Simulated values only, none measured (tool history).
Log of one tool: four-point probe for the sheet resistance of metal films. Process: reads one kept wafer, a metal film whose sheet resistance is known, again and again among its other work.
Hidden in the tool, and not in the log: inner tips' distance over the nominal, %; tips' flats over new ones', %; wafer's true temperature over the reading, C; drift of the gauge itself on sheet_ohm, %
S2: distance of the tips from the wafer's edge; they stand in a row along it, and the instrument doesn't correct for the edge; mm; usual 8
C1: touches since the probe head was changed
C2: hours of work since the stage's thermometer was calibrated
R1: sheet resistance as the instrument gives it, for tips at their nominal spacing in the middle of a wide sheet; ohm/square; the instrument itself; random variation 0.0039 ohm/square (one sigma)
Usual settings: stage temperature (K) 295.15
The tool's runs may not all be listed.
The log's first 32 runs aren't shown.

{"run": 33, "hour": 539.0, "stage temperature (K)": 296.15, "S2": 18, "C1": 109360, "C2": 448, "R1": 19.506644}
{"run": 34, "hour": 557.0, "stage temperature (K)": 293.15, "S2": 47, "C1": 110554, "C2": 463, "R1": 19.493624}
{"run": 35, "hour": 566.5, "stage temperature (K)": 293.15, "S2": 16, "C1": 111179, "C2": 470, "R1": 19.512131}
{"run": 36, "hour": 587.3, "stage temperature (K)": 295.15, "S2": 34, "C1": 112560, "C2": 487, "R1": 19.503854}
{"run": 37, "hour": 608.2, "stage temperature (K)": 295.15, "S2": 53, "C1": 113943, "C2": 504, "R1": 19.508791}
{"run": 38, "hour": 621.8, "stage temperature (K)": 293.15, "S2": 14, "C1": 114844, "C2": 515, "R1": 19.50655}
{"run": 39, "hour": 636.2, "stage temperature (K)": 293.15, "S2": 14, "C1": 115794, "C2": 526, "R1": 19.505693}
{"run": 40, "hour": 650.0, "stage temperature (K)": 293.15, "S2": 14, "C1": 116706, "C2": 537, "R1": 19.512387}
{"run": 41, "hour": 672.1, "stage temperature (K)": 293.15, "S2": 14, "C1": 118172, "C2": 555, "R1": 19.505951}
{"run": 42, "hour": 683.8, "stage temperature (K)": 295.15, "S2": 10, "C1": 118945, "C2": 564, "R1": 19.539284}
{"hour": 699.3, "done": "new probe head fitted"}
{"run": 43, "hour": 704.8, "stage temperature (K)": 303.15, "S2": 12, "C1": 362, "C2": 580, "R1": 19.55637}
{"run": 44, "hour": 725.5, "stage temperature (K)": 307.15, "S2": 9, "C1": 1732, "C2": 597, "R1": 19.598023}

5 ways to go on from here, each from the tool as it stands after run 44. What would each give?
{"run": "A", "hour": 741.2, "stage temperature (K)": 301.15, "S2": 8, "C1": 2772, "C2": 609, "R1": "?"}
{"run": "B", "hour": 741.2, "stage temperature (K)": 306.15, "S2": 9, "C1": 2772, "C2": 609, "R1": "?"}
{"run": "C", "hour": 741.2, "stage temperature (K)": 300.15, "S2": 47, "C1": 2772, "C2": 609, "R1": "?"}
{"run": "D", "hour": 741.2, "stage temperature (K)": 298.15, "S2": 7, "C1": 2772, "C2": 609, "R1": "?"}
{"run": "E", "hour": 741.2, "stage temperature (K)": 297.15, "S2": 47, "C1": 2772, "C2": 609, "R1": "?"}

run=A R1=19.589861
run=B R1=19.591125
run=C R1=19.513431
run=D R1=19.591395
run=E R1=19.503656
Without the tool's hidden state the same runs would have given:
run=A R1=19.590640
run=B R1=19.591898
run=C R1=19.514208
run=D R1=19.592177
run=E R1=19.504436
